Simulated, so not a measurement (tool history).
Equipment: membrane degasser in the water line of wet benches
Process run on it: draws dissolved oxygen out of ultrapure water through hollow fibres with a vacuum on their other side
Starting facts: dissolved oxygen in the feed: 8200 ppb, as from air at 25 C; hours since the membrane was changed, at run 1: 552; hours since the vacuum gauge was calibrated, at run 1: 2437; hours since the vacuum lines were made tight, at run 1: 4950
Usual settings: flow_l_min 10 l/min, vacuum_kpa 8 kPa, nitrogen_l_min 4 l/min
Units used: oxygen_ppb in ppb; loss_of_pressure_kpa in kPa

run,day,flow_l_min,vacuum_kpa,nitrogen_l_min,hours since the membrane was changed,hours since the vacuum gauge was calibrated,hours since the vacuum lines were made tight,oxygen_ppb,loss_of_pressure_kpa
1,0,10,8,4,552,2437,4950,45,27.54
2,4.408,10,8,4,658,2542,5056,45,27.29
3,10.896,10,11.33,4,813,2698,5211,65.2,27.51
4,14.725,10,8,4,905,2790,5303,45.2,27.45
5,18.008,10,8,4,984,2869,5382,45.9,27.73
6,20.988,16,8,4,1055,2940,5453,147.4,43.95
7,26.467,16,8,4,1187,3072,5585,148.5,43.89
8,29.758,16,8,4,1266,3151,5664,148.1,43.76
9,32.529,12,8,4,1332,3217,5730,69.8,33.09
10,36.104,10,6.98,4,1418,3303,5816,38.6,27.33
11,38.983,10,6.98,4,1487,3372,5885,39.2,27.13
12,44.792,10,6.98,4,1627,3512,6025,39.2,27.52
13,50.325,10,8,4,1760,3644,6158,45.1,27.78
14,56.05,10,8,4.72,1897,3782,6295,40.5,27.34
15,59.283,10,8,4,1975,3859,6373,45.2,27.42
16,64.325,10,8,4,2096,3980,6494,44.4,27.45
17,67.667,10,8,4,2176,4061,6574,44.5,27.39
18,73.546,9,8,5.26,2317,4202,6715,29.9,24.74
19,77.692,9,8,5.26,2416,4301,6814,30,24.45
20,82.225,13,9.33,5.26,2525,4410,6923,85.1,35.77
21,86.521,9,13.37,5.22,2628,4513,7026,52.3,25.05
22,89.821,10,13.37,3.15,2708,4592,7105,94.4,27.1
23,94.754,15,7.58,1.76,2826,4711,7224,167.3,41.18
24,99.825,16,14.63,7.34,2948,4832,7346,163.9,43.98

Run 25 is up next; what results do you expect?
25,105.192,10,6.73,4.85,3076,4961,7474,?,?

{"run 25": {"oxygen_ppb": 33.4, "loss_of_pressure_kpa": 27.28}}
If the tool had no hidden condition, the same run with the same run-to-run variation would have returned oxygen_ppb 33.2 ppb, loss_of_pressure_kpa 27.27 kPa.
